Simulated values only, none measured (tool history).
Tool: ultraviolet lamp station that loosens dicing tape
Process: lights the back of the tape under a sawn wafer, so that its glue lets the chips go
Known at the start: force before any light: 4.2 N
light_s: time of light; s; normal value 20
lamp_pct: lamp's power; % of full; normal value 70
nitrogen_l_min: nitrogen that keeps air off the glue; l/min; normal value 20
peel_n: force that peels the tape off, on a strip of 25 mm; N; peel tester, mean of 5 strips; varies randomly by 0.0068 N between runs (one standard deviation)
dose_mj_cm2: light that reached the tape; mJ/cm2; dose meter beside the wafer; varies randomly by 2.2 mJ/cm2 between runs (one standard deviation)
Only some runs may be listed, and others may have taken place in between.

run   hour  light_s  lamp_pct  nitrogen_l_min  peel_n  dose_mj_cm2
  1      0       20        70              20    0.38          154
  2    9.7       20        70              20   0.401          155
  3   27.2       20        70              20   0.387          146
  4   48.1       20        70              20   0.391          149
  5   64.2       20        70              20    0.41          156
  6   74.9       20        70              20   0.414          148
  7   95.6       20        70              20   0.429          148
  8  108.7       20        68              20   0.448          143
  9  124.7       37        70              20   0.108          272
 10  141.1       37        70               7   0.278          265
 11  161.2       30        70               9   0.368          217
 12  176.4       28        94              26     0.1          270
     178.9  -- window cleaned of glue's vapour
 13  194.9       36        91              16   0.101          309
 14  208.8       36        91              16   0.096          312
 15  229.2       25        65               9   0.711          151
 16  240.6       18        70              20    0.67          116
 17  252.2       20        90               8   0.656          168
 18  275.2       20        70              13   0.748          127
     289.9  -- window cleaned of glue's vapour, once more
 19  291.5       20        96              13   0.285          206

Some steps in peel_n between neighbouring runs. How much of each would the tool show without its hidden state too (settings, what came in, random variation), and how much is left for the hidden state, with any gauge scatter that isn't in both results?
The hidden state here: lamp's light, % of a new lamp's; light that the window lets through, % of a clean one's; drift of the gauge itself on peel_n, %; drift of the gauge itself on dose_mj_cm2, %.
Run 14 -> 15: light_s 36 -> 25, lamp_pct 91 -> 65, nitrogen_l_min 16 -> 9. peel_n +0.615 N: hidden state +0.349, all else +0.266.
